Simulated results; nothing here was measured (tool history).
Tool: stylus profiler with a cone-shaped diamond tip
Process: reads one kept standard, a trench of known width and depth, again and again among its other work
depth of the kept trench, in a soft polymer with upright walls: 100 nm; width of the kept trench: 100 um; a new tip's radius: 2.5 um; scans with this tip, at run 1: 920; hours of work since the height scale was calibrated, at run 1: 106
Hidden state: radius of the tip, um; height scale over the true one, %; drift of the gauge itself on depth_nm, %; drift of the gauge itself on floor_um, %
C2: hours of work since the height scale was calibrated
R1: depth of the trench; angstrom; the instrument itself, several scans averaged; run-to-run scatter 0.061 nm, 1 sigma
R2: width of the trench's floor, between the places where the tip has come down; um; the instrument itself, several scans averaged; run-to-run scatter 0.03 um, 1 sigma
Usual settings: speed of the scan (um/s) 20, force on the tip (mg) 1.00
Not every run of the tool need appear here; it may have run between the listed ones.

run 1 hour=0.0 | speed_of_the_scan_(um/s)=20 force_on_the_tip_(mg)=1.00 | scans_with_this_tip=920 C2=106 | R1=1006.0 R2=98.36
run 2 hour=94.4 | speed_of_the_scan_(um/s)=54 force_on_the_tip_(mg)=1.00 | scans_with_this_tip=1400 C2=161 | R1=1005.1 R2=98.04
run 3 hour=199.8 | speed_of_the_scan_(um/s)=20 force_on_the_tip_(mg)=1.00 | scans_with_this_tip=1936 C2=222 | R1=1004.5 R2=98.37
run 4 hour=280.3 | speed_of_the_scan_(um/s)=20 force_on_the_tip_(mg)=1.00 | scans_with_this_tip=2345 C2=269 | R1=1006.0 R2=98.29
run 5 hour=350.8 | speed_of_the_scan_(um/s)=20 force_on_the_tip_(mg)=1.58 | scans_with_this_tip=2703 C2=311 | R1=1007.4 R2=98.37
run 6 hour=464.8 | speed_of_the_scan_(um/s)=19 force_on_the_tip_(mg)=1.58 | scans_with_this_tip=3283 C2=377 | R1=1007.1 R2=98.33
run 7 hour=572.5 | speed_of_the_scan_(um/s)=20 force_on_the_tip_(mg)=1.00 | scans_with_this_tip=3831 C2=440 | R1=1006.8 R2=98.28
run 8 hour=685.4 | speed_of_the_scan_(um/s)=20 force_on_the_tip_(mg)=1.00 | scans_with_this_tip=4405 C2=506 | R1=1006.6 R2=98.21
run 9 hour=815.6 | speed_of_the_scan_(um/s)=20 force_on_the_tip_(mg)=0.62 | scans_with_this_tip=5066 C2=582 | R1=1006.2 R2=98.16
run 10 hour=925.7 | speed_of_the_scan_(um/s)=20 force_on_the_tip_(mg)=0.62 | scans_with_this_tip=5626 C2=646 | R1=1006.6 R2=98.16
run 11 hour=982.8 | speed_of_the_scan_(um/s)=20 force_on_the_tip_(mg)=0.62 | scans_with_this_tip=5916 C2=680 | R1=1006.4 R2=98.13
run 12 hour=1085.5 | speed_of_the_scan_(um/s)=20 force_on_the_tip_(mg)=1.00 | scans_with_this_tip=6439 C2=740 | R1=1007.4 R2=98.17
run 13 hour=1154.6 | speed_of_the_scan_(um/s)=20 force_on_the_tip_(mg)=1.00 | scans_with_this_tip=6790 C2=780 | R1=1007.2 R2=98.16
run 14 hour=1262.5 | speed_of_the_scan_(um/s)=20 force_on_the_tip_(mg)=1.00 | scans_with_this_tip=7339 C2=843 | R1=1007.7 R2=98.15
run 15 hour=1371.5 | speed_of_the_scan_(um/s)=20 force_on_the_tip_(mg)=1.00 | scans_with_this_tip=7893 C2=907 | R1=1007.7 R2=98.15
run 16 hour=1471.2 | speed_of_the_scan_(um/s)=20 force_on_the_tip_(mg)=1.00 | scans_with_this_tip=8400 C2=965 | R1=1007.3 R2=98.16
run 17 hour=1599.1 | speed_of_the_scan_(um/s)=28 force_on_the_tip_(mg)=1.00 | scans_with_this_tip=9050 C2=1040 | R1=1008.1 R2=98.07
run 18 hour=1691.8 | speed_of_the_scan_(um/s)=28 force_on_the_tip_(mg)=1.00 | scans_with_this_tip=9522 C2=1094 | R1=1008.7 R2=98.04
run 19 hour=1795.3 | speed_of_the_scan_(um/s)=28 force_on_the_tip_(mg)=1.00 | scans_with_this_tip=10048 C2=1154 | R1=1009.0 R2=97.99
run 20 hour=1893.3 | speed_of_the_scan_(um/s)=75 force_on_the_tip_(mg)=0.70 | scans_with_this_tip=10546 C2=1212 | R1=1009.5 R2=97.43
run 21 hour=1952.0 | speed_of_the_scan_(um/s)=70 force_on_the_tip_(mg)=0.48 | scans_with_this_tip=10844 C2=1246 | R1=1007.8 R2=97.37
run 22 hour=2063.4 | speed_of_the_scan_(um/s)=77 force_on_the_tip_(mg)=2.59 | scans_with_this_tip=11411 C2=1311 | R1=1013.6 R2=97.77
run 23 hour=2178.4 | speed_of_the_scan_(um/s)=77 force_on_the_tip_(mg)=2.59 | scans_with_this_tip=11996 C2=1378 | R1=1013.2 R2=97.77
run 24 hour=2250.2 | speed_of_the_scan_(um/s)=22 force_on_the_tip_(mg)=1.68 | scans_with_this_tip=12361 C2=1420 | R1=1012.8 R2=98.01
run 25 hour=2360.9 | speed_of_the_scan_(um/s)=70 force_on_the_tip_(mg)=0.89 | scans_with_this_tip=12924 C2=1485 | R1=1011.2 R2=97.51
run 26 hour=2462.9 | speed_of_the_scan_(um/s)=20 force_on_the_tip_(mg)=1.92 | scans_with_this_tip=13442 C2=1544 | R1=1013.6 R2=98.06
run 27 hour=2588.9 | speed_of_the_scan_(um/s)=14 force_on_the_tip_(mg)=1.34 | scans_with_this_tip=14083 C2=1618 | R1=1010.9 R2=98.05
run 28 hour=2713.4 | speed_of_the_scan_(um/s)=14 force_on_the_tip_(mg)=1.34 | scans_with_this_tip=14716 C2=1691 | R1=1012.0 R2=98.00
run 29 hour=2815.0 | speed_of_the_scan_(um/s)=14 force_on_the_tip_(mg)=0.50 | scans_with_this_tip=15233 C2=1750 | R1=1009.7 R2=97.91
run 30 hour=2877.0 | speed_of_the_scan_(um/s)=14 force_on_the_tip_(mg)=0.50 | scans_with_this_tip=15548 C2=1786 | R1=1011.1 R2=97.93
run 31 hour=2977.6 | speed_of_the_scan_(um/s)=34 force_on_the_tip_(mg)=2.20 | scans_with_this_tip=16059 C2=1845 | R1=1014.8 R2=97.90
run 32 hour=3055.6 | speed_of_the_scan_(um/s)=34 force_on_the_tip_(mg)=2.20 | scans_with_this_tip=16456 C2=1891 | R1=1016.0 R2=97.90
run 33 hour=3113.7 | speed_of_the_scan_(um/s)=50 force_on_the_tip_(mg)=2.01 | scans_with_this_tip=16751 C2=1924 | R1=1015.9 R2=97.75
run 34 hour=3195.4 | speed_of_the_scan_(um/s)=50 force_on_the_tip_(mg)=2.01 | scans_with_this_tip=17167 C2=1972 | R1=1014.9 R2=97.71
run 35 hour=3315.0 | speed_of_the_scan_(um/s)=55 force_on_the_tip_(mg)=1.07 | scans_with_this_tip=17775 C2=2042 | R1=1013.6 R2=97.57
run 36 hour=3383.1 | speed_of_the_scan_(um/s)=20 force_on_the_tip_(mg)=1.86 | scans_with_this_tip=18121 C2=2082 | R1=1015.1 R2=97.88

Each run again, without the hidden state but with its own random variation kept:
run=1 R1=1005.7 R2=98.42
run=2 R1=1004.5 R2=98.12
run=3 R1=1003.7 R2=98.46
run=4 R1=1005.0 R2=98.40
run=5 R1=1006.2 R2=98.49
run=6 R1=1005.7 R2=98.47
run=7 R1=1005.1 R2=98.43
run=8 R1=1004.7 R2=98.38
run=9 R1=1004.0 R2=98.36
run=10 R1=1004.1 R2=98.37
run=11 R1=1003.7 R2=98.35
run=12 R1=1004.5 R2=98.41
run=13 R1=1004.2 R2=98.40
run=14 R1=1004.4 R2=98.42
run=15 R1=1004.1 R2=98.43
run=16 R1=1003.5 R2=98.46
run=17 R1=1004.0 R2=98.38
run=18 R1=1004.4 R2=98.37
run=19 R1=1004.4 R2=98.33
run=20 R1=1004.7 R2=97.79
run=21 R1=1002.9 R2=97.74
run=22 R1=1008.4 R2=98.15
run=23 R1=1007.7 R2=98.17
run=24 R1=1007.2 R2=98.42
run=25 R1=1005.3 R2=97.94
run=26 R1=1007.5 R2=98.50
run=27 R1=1004.4 R2=98.51
run=28 R1=1005.3 R2=98.48
run=29 R1=1002.7 R2=98.39
run=30 R1=1003.9 R2=98.42
run=31 R1=1007.4 R2=98.41
run=32 R1=1008.4 R2=98.42
run=33 R1=1008.2 R2=98.28
run=34 R1=1007.0 R2=98.25
run=35 R1=1005.4 R2=98.12
run=36 R1=1006.8 R2=98.45
